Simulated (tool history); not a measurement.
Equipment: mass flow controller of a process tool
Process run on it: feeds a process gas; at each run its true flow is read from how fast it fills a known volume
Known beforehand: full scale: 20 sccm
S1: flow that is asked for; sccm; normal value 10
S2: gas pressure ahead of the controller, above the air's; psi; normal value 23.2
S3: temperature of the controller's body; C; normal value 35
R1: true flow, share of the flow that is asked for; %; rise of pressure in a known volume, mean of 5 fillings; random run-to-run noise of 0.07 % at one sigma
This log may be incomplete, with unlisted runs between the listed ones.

{"run": 1, "day": 0.0, "S1": 10, "S2": 23.2, "S3": 35, "R1": 97.17}
{"run": 2, "day": 18.3, "S1": 10, "S2": 34.8, "S3": 35, "R1": 97.28}
{"run": 3, "day": 32.954, "S1": 10, "S2": 34.8, "S3": 35, "R1": 97.28}
{"run": 4, "day": 54.733, "S1": 10, "S2": 23.2, "S3": 35, "R1": 97.06}
{"run": 5, "day": 72.817, "S1": 10, "S2": 23.2, "S3": 37, "R1": 96.76}
{"run": 6, "day": 93.258, "S1": 10, "S2": 23.2, "S3": 35, "R1": 96.98}
{"run": 7, "day": 105.604, "S1": 10, "S2": 23.2, "S3": 35, "R1": 97.18}
{"run": 8, "day": 116.967, "S1": 10, "S2": 23.2, "S3": 35, "R1": 96.95}
{"run": 9, "day": 129.675, "S1": 6, "S2": 23.2, "S3": 35, "R1": 95.45}
{"run": 10, "day": 140.642, "S1": 6, "S2": 23.2, "S3": 35, "R1": 95.39}
{"run": 11, "day": 158.1, "S1": 6, "S2": 23.2, "S3": 35, "R1": 95.28}
{"run": 12, "day": 179.121, "S1": 6, "S2": 23.2, "S3": 35, "R1": 95.17}
{"run": 13, "day": 197.733, "S1": 6, "S2": 23.2, "S3": 21, "R1": 96.79}
{"run": 14, "day": 211.35, "S1": 10, "S2": 23.2, "S3": 28, "R1": 97.83}
{"run": 15, "day": 229.758, "S1": 10, "S2": 23.2, "S3": 30, "R1": 97.77}
{"run": 16, "day": 244.192, "S1": 10, "S2": 23.2, "S3": 27, "R1": 97.88}
{"run": 17, "day": 254.112, "S1": 10, "S2": 23.2, "S3": 27, "R1": 98.01}
{"day": 261.696, "done": "controller exchanged for a calibrated one"}
{"run": 18, "day": 265.438, "S1": 10, "S2": 23.2, "S3": 27, "R1": 98.15}
{"run": 19, "day": 283.2, "S1": 10, "S2": 23.2, "S3": 35, "R1": 97.31}
{"run": 20, "day": 300.921, "S1": 10, "S2": 23.2, "S3": 35, "R1": 97.33}
{"run": 21, "day": 318.629, "S1": 10, "S2": 21.2, "S3": 35, "R1": 97.32}
{"run": 22, "day": 329.525, "S1": 10, "S2": 21.2, "S3": 35, "R1": 97.28}
{"run": 23, "day": 344.488, "S1": 10, "S2": 21.2, "S3": 35, "R1": 97.28}
{"run": 24, "day": 360.55, "S1": 10, "S2": 21.2, "S3": 35, "R1": 97.2}
{"run": 25, "day": 378.071, "S1": 18, "S2": 21.5, "S3": 35, "R1": 98.63}
{"run": 26, "day": 390.771, "S1": 18, "S2": 21.5, "S3": 35, "R1": 98.69}
{"run": 27, "day": 402.117, "S1": 7, "S2": 21.5, "S3": 27, "R1": 97.53}
{"run": 28, "day": 424.146, "S1": 15, "S2": 23.2, "S3": 25, "R1": 99.46}
{"run": 29, "day": 434.296, "S1": 15, "S2": 27.3, "S3": 23, "R1": 99.74}
{"run": 30, "day": 452.633, "S1": 15, "S2": 27.3, "S3": 23, "R1": 99.69}
{"run": 31, "day": 467.312, "S1": 15, "S2": 27.3, "S3": 23, "R1": 99.77}
{"run": 32, "day": 485.1, "S1": 8, "S2": 36.4, "S3": 37, "R1": 96.74}
{"run": 33, "day": 495.642, "S1": 5, "S2": 23.2, "S3": 38, "R1": 95.34}
{"run": 34, "day": 518.088, "S1": 9, "S2": 33.9, "S3": 20, "R1": 98.94}
{"run": 35, "day": 528.629, "S1": 9, "S2": 33.9, "S3": 20, "R1": 98.91}
{"run": 36, "day": 548.646, "S1": 17, "S2": 38.1, "S3": 20, "R1": 100.67}
{"run": 37, "day": 569.346, "S1": 17, "S2": 27.6, "S3": 36, "R1": 98.69}
{"run": 38, "day": 580.271, "S1": 12, "S2": 36.5, "S3": 33, "R1": 98.29}
{"run": 39, "day": 597.079, "S1": 17, "S2": 21.8, "S3": 25, "R1": 99.97}
{"run": 40, "day": 613.538, "S1": 17, "S2": 21.8, "S3": 25, "R1": 100.05}
{"run": 41, "day": 624.333, "S1": 17, "S2": 21.8, "S3": 25, "R1": 99.98}
{"run": 42, "day": 633.492, "S1": 12, "S2": 23.2, "S3": 22, "R1": 99.37}
{"run": 43, "day": 651.283, "S1": 10, "S2": 32.3, "S3": 30, "R1": 97.92}
{"run": 44, "day": 673.733, "S1": 17, "S2": 21.2, "S3": 24, "R1": 100.13}
{"run": 45, "day": 683.762, "S1": 10, "S2": 30, "S3": 29, "R1": 97.93}
{"run": 46, "day": 699.575, "S1": 10, "S2": 30, "S3": 29, "R1": 98.14}
{"run": 47, "day": 719.8, "S1": 10, "S2": 30, "S3": 29, "R1": 97.97}
{"run": 48, "day": 741.292, "S1": 16, "S2": 25.5, "S3": 29, "R1": 99.52}

Each row is a separate what-if for the run after 48, all from the same tool condition, not one after another. Results?
{"run": "A", "day": 750.367, "S1": 14, "S2": 23.2, "S3": 35, "R1": "?"}
{"run": "B", "day": 750.367, "S1": 10, "S2": 23.2, "S3": 24, "R1": "?"}
{"run": "C", "day": 750.367, "S1": 16, "S2": 38, "S3": 29, "R1": "?"}
{"run": "D", "day": 750.367, "S1": 4, "S2": 20.6, "S3": 25, "R1": "?"}

run=A R1=98.31
run=B R1=98.47
run=C R1=99.8
run=D R1=94.7
With the hidden condition removed and each run's random variation left untouched, the same runs would have given:
run=A R1=97.81
run=B R1=98.47
run=C R1=99.15
run=D R1=97.36

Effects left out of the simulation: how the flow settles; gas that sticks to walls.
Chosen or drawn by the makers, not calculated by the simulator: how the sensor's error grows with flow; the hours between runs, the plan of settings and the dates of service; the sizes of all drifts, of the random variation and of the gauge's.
